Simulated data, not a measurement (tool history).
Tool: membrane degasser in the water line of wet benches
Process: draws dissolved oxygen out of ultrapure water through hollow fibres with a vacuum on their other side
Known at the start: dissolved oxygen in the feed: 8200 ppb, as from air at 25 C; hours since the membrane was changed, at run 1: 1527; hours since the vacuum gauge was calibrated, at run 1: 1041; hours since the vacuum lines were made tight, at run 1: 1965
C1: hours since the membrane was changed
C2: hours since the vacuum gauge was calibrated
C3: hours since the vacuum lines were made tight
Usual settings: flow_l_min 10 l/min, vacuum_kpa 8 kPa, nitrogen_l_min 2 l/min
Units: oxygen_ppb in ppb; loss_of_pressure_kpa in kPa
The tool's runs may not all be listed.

{"run": 1, "hour": 0.0, "flow_l_min": 10, "vacuum_kpa": 8, "nitrogen_l_min": 2, "C1": 1527, "C2": 1041, "C3": 1965, "oxygen_ppb": 82.1, "loss_of_pressure_kpa": 33.22}
{"run": 2, "hour": 34.0, "flow_l_min": 10, "vacuum_kpa": 8, "nitrogen_l_min": 2, "C1": 1561, "C2": 1075, "C3": 1999, "oxygen_ppb": 81.4, "loss_of_pressure_kpa": 33.66}
{"run": 3, "hour": 74.4, "flow_l_min": 10, "vacuum_kpa": 8, "nitrogen_l_min": 2, "C1": 1601, "C2": 1115, "C3": 2039, "oxygen_ppb": 81.1, "loss_of_pressure_kpa": 33.58}
{"run": 4, "hour": 103.4, "flow_l_min": 8, "vacuum_kpa": 8, "nitrogen_l_min": 2, "C1": 1630, "C2": 1144, "C3": 2068, "oxygen_ppb": 55.3, "loss_of_pressure_kpa": 26.56}
{"run": 5, "hour": 134.3, "flow_l_min": 10, "vacuum_kpa": 8, "nitrogen_l_min": 2, "C1": 1661, "C2": 1175, "C3": 2099, "oxygen_ppb": 84, "loss_of_pressure_kpa": 33.61}
{"run": 6, "hour": 153.4, "flow_l_min": 10, "vacuum_kpa": 8, "nitrogen_l_min": 1.2, "C1": 1680, "C2": 1194, "C3": 2118, "oxygen_ppb": 117.7, "loss_of_pressure_kpa": 33.67}
{"run": 7, "hour": 185.5, "flow_l_min": 7, "vacuum_kpa": 8, "nitrogen_l_min": 1.2, "C1": 1712, "C2": 1226, "C3": 2150, "oxygen_ppb": 73.1, "loss_of_pressure_kpa": 23.24}
{"run": 8, "hour": 214.0, "flow_l_min": 10, "vacuum_kpa": 8, "nitrogen_l_min": 2, "C1": 1741, "C2": 1255, "C3": 2179, "oxygen_ppb": 80.1, "loss_of_pressure_kpa": 33.68}
{"run": 9, "hour": 238.9, "flow_l_min": 10, "vacuum_kpa": 8, "nitrogen_l_min": 2.23, "C1": 1766, "C2": 1280, "C3": 2203, "oxygen_ppb": 75.7, "loss_of_pressure_kpa": 33.29}
{"run": 10, "hour": 277.7, "flow_l_min": 10, "vacuum_kpa": 8, "nitrogen_l_min": 2.23, "C1": 1804, "C2": 1318, "C3": 2242, "oxygen_ppb": 76.4, "loss_of_pressure_kpa": 33.22}
{"run": 11, "hour": 323.8, "flow_l_min": 10, "vacuum_kpa": 8, "nitrogen_l_min": 2.23, "C1": 1851, "C2": 1365, "C3": 2288, "oxygen_ppb": 76.4, "loss_of_pressure_kpa": 33.09}
{"run": 12, "hour": 368.5, "flow_l_min": 9, "vacuum_kpa": 8, "nitrogen_l_min": 2, "C1": 1895, "C2": 1409, "C3": 2333, "oxygen_ppb": 67.5, "loss_of_pressure_kpa": 29.94}
{"run": 13, "hour": 393.5, "flow_l_min": 10, "vacuum_kpa": 8, "nitrogen_l_min": 2, "C1": 1920, "C2": 1434, "C3": 2358, "oxygen_ppb": 80.5, "loss_of_pressure_kpa": 33.47}
{"run": 14, "hour": 431.7, "flow_l_min": 10, "vacuum_kpa": 8, "nitrogen_l_min": 2, "C1": 1958, "C2": 1472, "C3": 2396, "oxygen_ppb": 81.1, "loss_of_pressure_kpa": 33.07}
{"run": 15, "hour": 459.9, "flow_l_min": 10, "vacuum_kpa": 8, "nitrogen_l_min": 2, "C1": 1987, "C2": 1501, "C3": 2424, "oxygen_ppb": 83.1, "loss_of_pressure_kpa": 33.03}
{"run": 16, "hour": 489.6, "flow_l_min": 10, "vacuum_kpa": 8, "nitrogen_l_min": 2, "C1": 2016, "C2": 1530, "C3": 2454, "oxygen_ppb": 81.2, "loss_of_pressure_kpa": 33.2}
{"run": 17, "hour": 510.1, "flow_l_min": 10, "vacuum_kpa": 8, "nitrogen_l_min": 2, "C1": 2037, "C2": 1551, "C3": 2475, "oxygen_ppb": 82, "loss_of_pressure_kpa": 33.16}
{"run": 18, "hour": 542.4, "flow_l_min": 10, "vacuum_kpa": 8, "nitrogen_l_min": 2, "C1": 2069, "C2": 1583, "C3": 2507, "oxygen_ppb": 80.4, "loss_of_pressure_kpa": 33.15}
{"run": 19, "hour": 569.6, "flow_l_min": 10, "vacuum_kpa": 10.24, "nitrogen_l_min": 0.87, "C1": 2096, "C2": 1610, "C3": 2534, "oxygen_ppb": 206.5, "loss_of_pressure_kpa": 33.13}
{"run": 20, "hour": 589.5, "flow_l_min": 9, "vacuum_kpa": 7.11, "nitrogen_l_min": 2.45, "C1": 2116, "C2": 1630, "C3": 2554, "oxygen_ppb": 50.7, "loss_of_pressure_kpa": 29.86}
{"run": 21, "hour": 609.4, "flow_l_min": 8, "vacuum_kpa": 11.16, "nitrogen_l_min": 2, "C1": 2136, "C2": 1650, "C3": 2574, "oxygen_ppb": 86.8, "loss_of_pressure_kpa": 26.31}
{"run": 22, "hour": 636.4, "flow_l_min": 10, "vacuum_kpa": 8, "nitrogen_l_min": 1, "C1": 2163, "C2": 1677, "C3": 2601, "oxygen_ppb": 136, "loss_of_pressure_kpa": 32.83}
{"run": 23, "hour": 675.2, "flow_l_min": 10, "vacuum_kpa": 13.77, "nitrogen_l_min": 1, "C1": 2202, "C2": 1716, "C3": 2640, "oxygen_ppb": 266.8, "loss_of_pressure_kpa": 33.14}
{"run": 24, "hour": 701.2, "flow_l_min": 10, "vacuum_kpa": 13.77, "nitrogen_l_min": 1, "C1": 2228, "C2": 1742, "C3": 2666, "oxygen_ppb": 267.1, "loss_of_pressure_kpa": 32.67}
{"run": 25, "hour": 736.2, "flow_l_min": 12, "vacuum_kpa": 14.79, "nitrogen_l_min": 3.29, "C1": 2263, "C2": 1777, "C3": 2701, "oxygen_ppb": 152.9, "loss_of_pressure_kpa": 39.58}
{"run": 26, "hour": 767.4, "flow_l_min": 13, "vacuum_kpa": 4.98, "nitrogen_l_min": 5.12, "C1": 2294, "C2": 1808, "C3": 2732, "oxygen_ppb": 73.6, "loss_of_pressure_kpa": 42.73}
{"run": 27, "hour": 791.1, "flow_l_min": 9, "vacuum_kpa": 5.49, "nitrogen_l_min": 4.87, "C1": 2318, "C2": 1832, "C3": 2756, "oxygen_ppb": 25.6, "loss_of_pressure_kpa": 29.63}
{"run": 28, "hour": 817.7, "flow_l_min": 7, "vacuum_kpa": 10.65, "nitrogen_l_min": 2.74, "C1": 2344, "C2": 1858, "C3": 2782, "oxygen_ppb": 52.6, "loss_of_pressure_kpa": 23.15}
{"run": 29, "hour": 853.5, "flow_l_min": 10, "vacuum_kpa": 14.96, "nitrogen_l_min": 4.13, "C1": 2380, "C2": 1894, "C3": 2818, "oxygen_ppb": 92.4, "loss_of_pressure_kpa": 32.69}
{"run": 30, "hour": 878.9, "flow_l_min": 10, "vacuum_kpa": 14.96, "nitrogen_l_min": 4.13, "C1": 2406, "C2": 1920, "C3": 2844, "oxygen_ppb": 93.8, "loss_of_pressure_kpa": 32.89}
{"run": 31, "hour": 907.8, "flow_l_min": 10, "vacuum_kpa": 14.96, "nitrogen_l_min": 4.13, "C1": 2435, "C2": 1949, "C3": 2872, "oxygen_ppb": 92.3, "loss_of_pressure_kpa": 32.36}

The same runs without the tool's hidden state, with the same run-to-run variation:
The hidden state here: membrane still open, %; true pressure behind the membrane over the reading, kPa; air that leaks in behind the membrane, l/min; drift of the gauge itself on oxygen_ppb, %; drift of the gauge itself on loss_of_pressure_kpa, %.
run=1 loss_of_pressure_kpa=33.22
run=2 loss_of_pressure_kpa=33.69
run=3 loss_of_pressure_kpa=33.65
run=4 loss_of_pressure_kpa=26.64
run=5 loss_of_pressure_kpa=33.74
run=6 loss_of_pressure_kpa=33.82
run=7 loss_of_pressure_kpa=23.37
run=8 loss_of_pressure_kpa=33.89
run=9 loss_of_pressure_kpa=33.53
run=10 loss_of_pressure_kpa=33.49
run=11 loss_of_pressure_kpa=33.41
run=12 loss_of_pressure_kpa=30.26
run=13 loss_of_pressure_kpa=33.86
run=14 loss_of_pressure_kpa=33.49
run=15 loss_of_pressure_kpa=33.48
run=16 loss_of_pressure_kpa=33.68
run=17 loss_of_pressure_kpa=33.66
run=18 loss_of_pressure_kpa=33.69
run=19 loss_of_pressure_kpa=33.69
run=20 loss_of_pressure_kpa=30.39
run=21 loss_of_pressure_kpa=26.79
run=22 loss_of_pressure_kpa=33.46
run=23 loss_of_pressure_kpa=33.8
run=24 loss_of_pressure_kpa=33.36
run=25 loss_of_pressure_kpa=40.44
run=26 loss_of_pressure_kpa=43.71
run=27 loss_of_pressure_kpa=30.33
run=28 loss_of_pressure_kpa=23.71
run=29 loss_of_pressure_kpa=33.53
run=30 loss_of_pressure_kpa=33.76
run=31 loss_of_pressure_kpa=33.25
oxygen_ppb: within 0.1 ppb of the measured result in every run.
